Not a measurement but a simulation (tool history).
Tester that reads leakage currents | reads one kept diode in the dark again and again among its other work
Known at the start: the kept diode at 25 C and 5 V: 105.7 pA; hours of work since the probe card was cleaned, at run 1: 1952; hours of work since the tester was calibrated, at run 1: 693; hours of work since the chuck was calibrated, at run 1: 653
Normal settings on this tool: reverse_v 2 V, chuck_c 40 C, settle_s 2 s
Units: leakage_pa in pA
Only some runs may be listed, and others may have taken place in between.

| run | hour | reverse_v | chuck_c | settle_s | hours of work since the probe card was cleaned | hours of work since the tester was calibrated | hours of work since the chuck was calibrated | leakage_pa |
|---|---|---|---|---|---|---|---|---|
| 1 | 0 | 2 | 40 | 2 | 1952 | 693 | 653 | 235.39 |
| 2 | 30.4 | 2 | 47 | 2 | 1973 | 713 | 674 | 381.32 |
| 3 | 58.2 | 2 | 47 | 2 | 1993 | 733 | 693 | 378.92 |
| 4 | 94.5 | 2 | 47 | 2 | 2017 | 758 | 718 | 378.83 |
| 5 | 122 | 2 | 44 | 2 | 2036 | 776 | 737 | 309.82 |
| 6 | 147.2 | 2 | 44 | 2 | 2054 | 794 | 754 | 308.51 |
| 7 | 165.9 | 2 | 44 | 2 | 2067 | 807 | 767 | 309.23 |
| 8 | 187.6 | 2 | 44 | 2 | 2082 | 822 | 782 | 308.75 |
| 9 | 216.2 | 2 | 55 | 2 | 2101 | 841 | 802 | 640.12 |
| 10 | 254.6 | 2 | 55 | 2 | 2128 | 868 | 828 | 641.25 |
| 11 | 273.4 | 13.72 | 40 | 2 | 2141 | 881 | 841 | 470.64 |
| 12 | 299.4 | 13.72 | 40 | 2 | 2159 | 899 | 859 | 473.7 |
| 13 | 321.1 | 15.46 | 28 | 4.44 | 2173 | 914 | 874 | 225.73 |
| 14 | 354.4 | 15.46 | 28 | 4.44 | 2196 | 936 | 897 | 225.57 |
| 15 | 378 | 15.46 | 37 | 0.33 | 2213 | 953 | 913 | 415.18 |
| 16 | 395 | 13.53 | 42 | 0.53 | 2224 | 964 | 925 | 543.15 |
| 17 | 416.4 | 13.53 | 42 | 0.53 | 2239 | 979 | 939 | 538.35 |

Forecast run 18:
| 18 | 455.3 | 13.53 | 38 | 0.47 | 2266 | 1006 | 966 | ? |

For run 18 the tool returned leakage_pa 415.21 pA.
Without the tool's hidden state the same run would have given leakage_pa 398.78 pA.

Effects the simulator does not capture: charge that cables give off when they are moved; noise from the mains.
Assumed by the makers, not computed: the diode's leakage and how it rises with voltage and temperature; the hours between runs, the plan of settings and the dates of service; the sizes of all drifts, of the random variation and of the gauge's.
